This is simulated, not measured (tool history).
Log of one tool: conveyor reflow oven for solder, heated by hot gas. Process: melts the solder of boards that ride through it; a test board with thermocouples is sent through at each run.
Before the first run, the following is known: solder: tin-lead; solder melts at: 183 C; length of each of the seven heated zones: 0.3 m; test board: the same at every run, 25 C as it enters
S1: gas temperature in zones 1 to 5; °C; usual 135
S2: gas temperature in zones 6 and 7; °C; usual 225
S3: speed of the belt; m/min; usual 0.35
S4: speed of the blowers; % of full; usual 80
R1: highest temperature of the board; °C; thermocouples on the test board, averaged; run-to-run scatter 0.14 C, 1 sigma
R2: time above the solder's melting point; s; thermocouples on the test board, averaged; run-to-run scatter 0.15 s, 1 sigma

{"run": 1, "hour": 0.0, "S1": 135, "S2": 225, "S3": 0.35, "S4": 80, "R1": 215.8, "R2": 77}
{"run": 2, "hour": 14.6, "S1": 135, "S2": 225, "S3": 0.307, "S4": 80, "R1": 218.4, "R2": 92.6}
{"hour": 27.3, "done": "flux residue cleaned out of gas plates and filters"}
{"run": 3, "hour": 34.9, "S1": 135, "S2": 225, "S3": 0.307, "S4": 80, "R1": 218.2, "R2": 92.9}
{"run": 4, "hour": 56.1, "S1": 135, "S2": 219, "S3": 0.35, "S4": 80, "R1": 210.4, "R2": 71.6}
{"run": 5, "hour": 77.0, "S1": 135, "S2": 228, "S3": 0.35, "S4": 80, "R1": 218.5, "R2": 79.8}
{"run": 6, "hour": 108.1, "S1": 135, "S2": 228, "S3": 0.35, "S4": 80, "R1": 218.7, "R2": 79.6}
{"run": 7, "hour": 128.1, "S1": 135, "S2": 228, "S3": 0.35, "S4": 80, "R1": 218.7, "R2": 79.7}
{"run": 8, "hour": 151.2, "S1": 135, "S2": 225, "S3": 0.35, "S4": 80, "R1": 215.9, "R2": 77}
{"run": 9, "hour": 174.4, "S1": 120, "S2": 225, "S3": 0.35, "S4": 80, "R1": 214.1, "R2": 69.4}
{"run": 10, "hour": 198.5, "S1": 135, "S2": 225, "S3": 0.318, "S4": 80, "R1": 217.9, "R2": 88.3}
{"run": 11, "hour": 218.8, "S1": 135, "S2": 225, "S3": 0.318, "S4": 80, "R1": 217.7, "R2": 88.2}
{"run": 12, "hour": 244.1, "S1": 135, "S2": 225, "S3": 0.318, "S4": 80, "R1": 217.6, "R2": 88.6}
{"run": 13, "hour": 258.9, "S1": 135, "S2": 225, "S3": 0.318, "S4": 80, "R1": 217.6, "R2": 88.3}
{"hour": 281.5, "done": "belt drive overhauled, speed set with a stopwatch"}
{"run": 14, "hour": 293.0, "S1": 135, "S2": 225, "S3": 0.378, "S4": 80, "R1": 214.1, "R2": 69.2}
{"run": 15, "hour": 309.1, "S1": 135, "S2": 225, "S3": 0.369, "S4": 80, "R1": 214.4, "R2": 71.6}
{"run": 16, "hour": 339.9, "S1": 135, "S2": 225, "S3": 0.369, "S4": 80, "R1": 214.6, "R2": 71.4}
{"hour": 356.5, "done": "thermocouples of zones 6 and 7 changed"}
{"run": 17, "hour": 358.2, "S1": 135, "S2": 225, "S3": 0.369, "S4": 80, "R1": 214.7, "R2": 71.7}
{"run": 18, "hour": 383.1, "S1": 135, "S2": 238, "S3": 0.35, "S4": 60, "R1": 223, "R2": 81.9}

Below are 5 alternative next runs, each starting from the tool's condition after run 18. Predict each:
{"run": "A", "hour": 414.3, "S1": 135, "S2": 225, "S3": 0.35, "S4": 74, "R1": "?", "R2": "?"}
{"run": "B", "hour": 414.3, "S1": 122, "S2": 217, "S3": 0.35, "S4": 62, "R1": "?", "R2": "?"}
{"run": "C", "hour": 414.3, "S1": 135, "S2": 225, "S3": 0.341, "S4": 80, "R1": "?", "R2": "?"}
{"run": "D", "hour": 414.3, "S1": 135, "S2": 231, "S3": 0.35, "S4": 80, "R1": "?", "R2": "?"}
{"run": "E", "hour": 414.3, "S1": 122, "S2": 238, "S3": 0.325, "S4": 60, "R1": "?", "R2": "?"}

run=A R1=214.5 R2=75.5
run=B R1=202.7 R2=53.1
run=C R1=216.6 R2=80.3
run=D R1=221.6 R2=81.9
run=E R1=223.3 R2=83.8
Stripped of hidden state, with their random variation kept, the same runs would have yielded:
run=A R1=214.5 R2=75.5
run=B R1=202.7 R2=53.1
run=C R1=216.6 R2=80.3
run=D R1=221.6 R2=81.9
run=E R1=223.4 R2=83.8
